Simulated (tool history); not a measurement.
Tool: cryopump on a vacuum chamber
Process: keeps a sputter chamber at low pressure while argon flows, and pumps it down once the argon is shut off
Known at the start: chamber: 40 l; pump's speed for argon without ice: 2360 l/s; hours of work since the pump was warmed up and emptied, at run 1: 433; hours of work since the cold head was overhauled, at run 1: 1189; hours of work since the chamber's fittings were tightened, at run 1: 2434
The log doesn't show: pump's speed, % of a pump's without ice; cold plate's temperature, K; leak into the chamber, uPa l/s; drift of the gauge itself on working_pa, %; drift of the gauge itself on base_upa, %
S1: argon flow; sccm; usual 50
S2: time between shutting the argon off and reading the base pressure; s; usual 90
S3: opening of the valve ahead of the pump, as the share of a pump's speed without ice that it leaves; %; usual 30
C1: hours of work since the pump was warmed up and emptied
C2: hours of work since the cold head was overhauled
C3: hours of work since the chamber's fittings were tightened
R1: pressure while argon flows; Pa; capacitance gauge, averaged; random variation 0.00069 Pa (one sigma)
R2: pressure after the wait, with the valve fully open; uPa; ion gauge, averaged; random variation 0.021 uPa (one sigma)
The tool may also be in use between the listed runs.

run 1 hour=0 | S1=50 S2=90 S3=30 | C1=433 C2=1189 C3=2434 | R1=0.127 R2=1.57
run 2 hour=39.6 | S1=50 S2=90 S3=30 | C1=461 C2=1217 C3=2462 | R1=0.1275 R2=1.54
run 3 hour=61.1 | S1=50 S2=90 S3=30 | C1=477 C2=1232 C3=2477 | R1=0.1288 R2=1.51
run 4 hour=90.6 | S1=50 S2=90 S3=30 | C1=498 C2=1253 C3=2498 | R1=0.129 R2=1.55
run 5 hour=132.2 | S1=50 S2=90 S3=30 | C1=527 C2=1283 C3=2528 | R1=0.1311 R2=1.64
run 6 hour=155.3 | S1=50 S2=90 S3=30 | C1=544 C2=1299 C3=2544 | R1=0.1299 R2=1.64
run 7 hour=207.1 | S1=50 S2=90 S3=30 | C1=581 C2=1336 C3=2581 | R1=0.1311 R2=1.72
run 8 hour=250.2 | S1=83 S2=90 S3=30 | C1=611 C2=1366 C3=2612 | R1=0.219 R2=1.71
-- hour=298.6 leaking fittings of the chamber tightened, without venting
run 9 hour=301.9 | S1=83 S2=90 S3=30 | C1=646 C2=1402 C3=2 | R1=0.2184 R2=0.5
run 10 hour=325.5 | S1=83 S2=90 S3=30 | C1=663 C2=1419 C3=19 | R1=0.222 R2=0.52
run 11 hour=352.6 | S1=83 S2=90 S3=30 | C1=682 C2=1438 C3=38 | R1=0.2235 R2=0.48
run 12 hour=385.5 | S1=83 S2=90 S3=30 | C1=706 C2=1461 C3=62 | R1=0.225 R2=0.52
-- hour=419.1 pump warmed up, emptied and cooled again
run 13 hour=435 | S1=50 S2=35 S3=15 | C1=11 C2=1493 C3=93 | R1=0.24 R2=0.96
run 14 hour=482.2 | S1=50 S2=75 S3=19 | C1=45 C2=1526 C3=127 | R1=0.1892 R2=0.55
run 15 hour=531 | S1=50 S2=75 S3=19 | C1=80 C2=1561 C3=162 | R1=0.1904 R2=0.56
run 16 hour=569.5 | S1=50 S2=75 S3=19 | C1=107 C2=1588 C3=189 | R1=0.191 R2=0.6
run 17 hour=611 | S1=65 S2=90 S3=30 | C1=136 C2=1618 C3=219 | R1=0.16 R2=0.53
run 18 hour=638.2 | S1=65 S2=288 S3=30 | C1=156 C2=1637 C3=238 | R1=0.1591 R2=0.34

Measured less the same run without the tool's hidden state. The same run-to-run variation is in both; the gauge's scatter may not be:
run=1 R1=+0.0083 R2=+1.1
run=2 R1=+0.009 R2=+1.11
run=3 R1=+0.0094 R2=+1.1
run=4 R1=+0.0099 R2=+1.15
run=5 R1=+0.0107 R2=+1.2
run=6 R1=+0.011 R2=+1.2
run=7 R1=+0.012 R2=+1.29
run=8 R1=+0.0215 R2=+1.3
run=9 R1=+0.0229 R2=+0.05
run=10 R1=+0.0241 R2=+0.06
run=11 R1=+0.0252 R2=+0.07
run=12 R1=+0.0264 R2=+0.09
run=13 R1=+0.0009 R2=+0.04
run=14 R1=+0.0014 R2=+0.05
run=15 R1=+0.002 R2=+0.07
run=16 R1=+0.0025 R2=+0.08
run=17 R1=+0.0041 R2=+0.09
run=18 R1=+0.0044 R2=+0.1
